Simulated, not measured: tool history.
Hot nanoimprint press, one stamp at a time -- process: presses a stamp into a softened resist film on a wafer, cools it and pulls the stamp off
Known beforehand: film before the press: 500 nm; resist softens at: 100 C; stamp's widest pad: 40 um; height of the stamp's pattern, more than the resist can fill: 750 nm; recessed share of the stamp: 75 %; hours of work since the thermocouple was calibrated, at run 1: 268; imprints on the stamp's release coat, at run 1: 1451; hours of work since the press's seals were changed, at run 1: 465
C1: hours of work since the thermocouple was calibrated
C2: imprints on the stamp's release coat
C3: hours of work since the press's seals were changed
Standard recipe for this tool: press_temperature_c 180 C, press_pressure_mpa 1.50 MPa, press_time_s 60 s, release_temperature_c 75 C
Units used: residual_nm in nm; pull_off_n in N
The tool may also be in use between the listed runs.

Run 1, hour 0.0: usual settings; C1 268; C2 1451; C3 465. Result: residual_nm 270.6 nm, pull_off_n 391 N.
At hour 41.9: plate thermocouple calibrated.
Run 2, hour 49.1: usual settings but press_pressure_mpa 1.14 MPa; C1 3; C2 1603; C3 487. Result: residual_nm 298.6 nm, pull_off_n 411 N.
Run 3, hour 103.0: usual settings; C1 30; C2 1780; C3 513. Result: residual_nm 270.5 nm, pull_off_n 417 N.
Run 4, hour 131.0: usual settings; C1 43; C2 1872; C3 527. Result: residual_nm 270.8 nm, pull_off_n 435 N.
At hour 169.3: stamp cleaned and given a new release coat.
Run 5, hour 172.0: usual settings; C1 60; C2 8; C3 544. Result: residual_nm 269.1 nm, pull_off_n 219 N.
At hour 195.9: plate thermocouple calibrated, once more.
Run 6, hour 228.2: usual settings; C1 16; C2 183; C3 569. Result: residual_nm 282.8 nm, pull_off_n 235 N.
Run 7, hour 279.9: usual settings but press_time_s 89 s; C1 41; C2 353; C3 595. Result: residual_nm 244.7 nm, pull_off_n 255 N.
Run 8, hour 323.5: usual settings but press_time_s 89 s; C1 62; C2 496; C3 616. Result: residual_nm 244.5 nm, pull_off_n 274 N.
Run 9, hour 372.2: usual settings but press_temperature_c 191 C; C1 86; C2 656; C3 639. Result: residual_nm 175.5 nm, pull_off_n 291 N.
Run 10, hour 420.2: usual settings but press_temperature_c 191 C, release_temperature_c 73 C; C1 109; C2 814; C3 663. Result: residual_nm 175.9 nm, pull_off_n 307 N.
Run 11, hour 470.5: usual settings but press_temperature_c 191 C, release_temperature_c 73 C; C1 133; C2 979; C3 687. Result: residual_nm 175.6 nm, pull_off_n 325 N.
Run 12, hour 499.3: usual settings but press_temperature_c 191 C, release_temperature_c 73 C; C1 147; C2 1073; C3 701. Result: residual_nm 177.0 nm, pull_off_n 333 N.
Run 13, hour 523.6: usual settings; C1 159; C2 1153; C3 713. Result: residual_nm 278.5 nm, pull_off_n 355 N.
Run 14, hour 563.1: usual settings; C1 178; C2 1283; C3 732. Result: residual_nm 277.2 nm, pull_off_n 360 N.
Run 15, hour 616.7: usual settings; C1 204; C2 1459; C3 758. Result: residual_nm 279.4 nm, pull_off_n 392 N.
Run 16, hour 640.9: usual settings; C1 216; C2 1538; C3 770. Result: residual_nm 277.8 nm, pull_off_n 394 N.
Run 17, hour 687.5: usual settings but release_temperature_c 68 C; C1 239; C2 1691; C3 792. Result: residual_nm 277.2 nm, pull_off_n 411 N.
Run 18, hour 712.1: usual settings but release_temperature_c 68 C; C1 251; C2 1772; C3 804. Result: residual_nm 276.9 nm, pull_off_n 445 N.
Run 19, hour 755.4: usual settings but release_temperature_c 68 C; C1 272; C2 1914; C3 825. Result: residual_nm 273.9 nm, pull_off_n 465 N.
At hour 779.8: stamp cleaned and given a new release coat.
At hour 794.7: plate thermocouple calibrated.
Run 20, hour 818.2: usual settings but press_pressure_mpa 1.07 MPa, release_temperature_c 68 C; C1 11; C2 116; C3 851. Result: residual_nm 314.9 nm, pull_off_n 239 N.

What will run 21 give?
Run 21, hour 865.0: usual settings but press_temperature_c 177 C, press_pressure_mpa 1.07 MPa, release_temperature_c 64 C; C1 34; C2 270; C3 874. Result: residual_nm ?, pull_off_n ?.

Run 21 gave residual_nm 348.2 nm, pull_off_n 266 N.
Had the tool carried no hidden state, the very same run would have given residual_nm 346.3 nm, pull_off_n 236 N.

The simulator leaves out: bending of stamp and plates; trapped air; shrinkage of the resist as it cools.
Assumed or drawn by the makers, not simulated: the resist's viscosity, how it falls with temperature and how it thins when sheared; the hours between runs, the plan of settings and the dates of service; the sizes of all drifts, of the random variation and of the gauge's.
